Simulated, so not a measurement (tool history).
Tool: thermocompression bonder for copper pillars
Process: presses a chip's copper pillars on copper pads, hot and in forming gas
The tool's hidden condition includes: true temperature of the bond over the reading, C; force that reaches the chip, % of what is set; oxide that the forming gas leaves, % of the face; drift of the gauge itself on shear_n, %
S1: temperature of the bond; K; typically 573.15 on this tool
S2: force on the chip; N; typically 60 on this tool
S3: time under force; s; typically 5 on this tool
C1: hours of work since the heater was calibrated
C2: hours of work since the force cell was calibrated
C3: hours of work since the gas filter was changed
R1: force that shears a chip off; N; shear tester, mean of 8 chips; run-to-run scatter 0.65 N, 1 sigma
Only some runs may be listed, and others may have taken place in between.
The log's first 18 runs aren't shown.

run 19 hour=375.9 | S1=573.15 S2=60 S3=5 | C1=356 C2=933 C3=406 | R1=39.6
run 20 hour=395.4 | S1=573.15 S2=60 S3=5 | C1=369 C2=945 C3=418 | R1=41.3
-- hour=416.7 forming gas filter changed
run 21 hour=418.6 | S1=573.15 S2=78 S3=5 | C1=383 C2=960 C3=1 | R1=47.4
run 22 hour=445.9 | S1=573.15 S2=78 S3=5 | C1=400 C2=977 C3=18 | R1=47.2
run 23 hour=469.1 | S1=590.15 S2=77 S3=3 | C1=415 C2=991 C3=33 | R1=49.8
run 24 hour=485.4 | S1=553.15 S2=60 S3=5 | C1=425 C2=1002 C3=43 | R1=30.7
run 25 hour=499.2 | S1=553.15 S2=60 S3=5 | C1=433 C2=1010 C3=52 | R1=30.8
run 26 hour=516.1 | S1=590.15 S2=39 S3=5 | C1=444 C2=1021 C3=62 | R1=40.1
run 27 hour=546.3 | S1=566.15 S2=61 S3=3 | C1=463 C2=1040 C3=81 | R1=30.8
run 28 hour=573.9 | S1=591.15 S2=48 S3=7 | C1=480 C2=1057 C3=99 | R1=51.3
run 29 hour=594.4 | S1=573.15 S2=51 S3=12 | C1=493 C2=1070 C3=112 | R1=51.0
run 30 hour=617.7 | S1=557.15 S2=60 S3=4 | C1=508 C2=1085 C3=126 | R1=29.2
run 31 hour=637.1 | S1=557.15 S2=60 S3=4 | C1=520 C2=1097 C3=138 | R1=29.5
run 32 hour=650.9 | S1=550.15 S2=90 S3=4 | C1=529 C2=1106 C3=147 | R1=34.0
run 33 hour=665.9 | S1=550.15 S2=90 S3=4 | C1=538 C2=1115 C3=157 | R1=33.0
run 34 hour=679.1 | S1=584.15 S2=38 S3=5 | C1=547 C2=1123 C3=165 | R1=36.8
run 35 hour=699.5 | S1=584.15 S2=38 S3=5 | C1=559 C2=1136 C3=178 | R1=37.8
run 36 hour=717.0 | S1=544.15 S2=66 S3=6 | C1=570 C2=1147 C3=189 | R1=28.5
run 37 hour=746.0 | S1=546.15 S2=60 S3=9 | C1=589 C2=1165 C3=207 | R1=33.6
run 38 hour=772.3 | S1=546.15 S2=60 S3=9 | C1=605 C2=1182 C3=223 | R1=33.2
run 39 hour=795.0 | S1=546.15 S2=60 S3=9 | C1=619 C2=1196 C3=238 | R1=33.2
run 40 hour=821.2 | S1=546.15 S2=46 S3=8 | C1=636 C2=1213 C3=254 | R1=25.9

Predict each of these 4 candidate next runs independently; none follows another, all start after run 40:
-- hour=841.0 force cell calibrated
run A hour=841.0 | S1=573.15 S2=60 S3=3 | C1=647 C2=0 C3=266 | R1=?
-- hour=841.0 force cell calibrated
run B hour=841.0 | S1=546.15 S2=46 S3=4 | C1=647 C2=0 C3=266 | R1=?
-- hour=841.0 force cell calibrated
run C hour=841.0 | S1=546.15 S2=46 S3=5 | C1=647 C2=0 C3=266 | R1=?
-- hour=841.0 force cell calibrated
run D hour=841.0 | S1=557.15 S2=37 S3=4 | C1=647 C2=0 C3=266 | R1=?

run=A R1=31.3
run=B R1=18.4
run=C R1=20.4
run=D R1=19.7
Had the tool no hidden state, the same runs would have come out as:
run=A R1=34.1
run=B R1=20.4
run=C R1=22.6
run=D R1=21.7
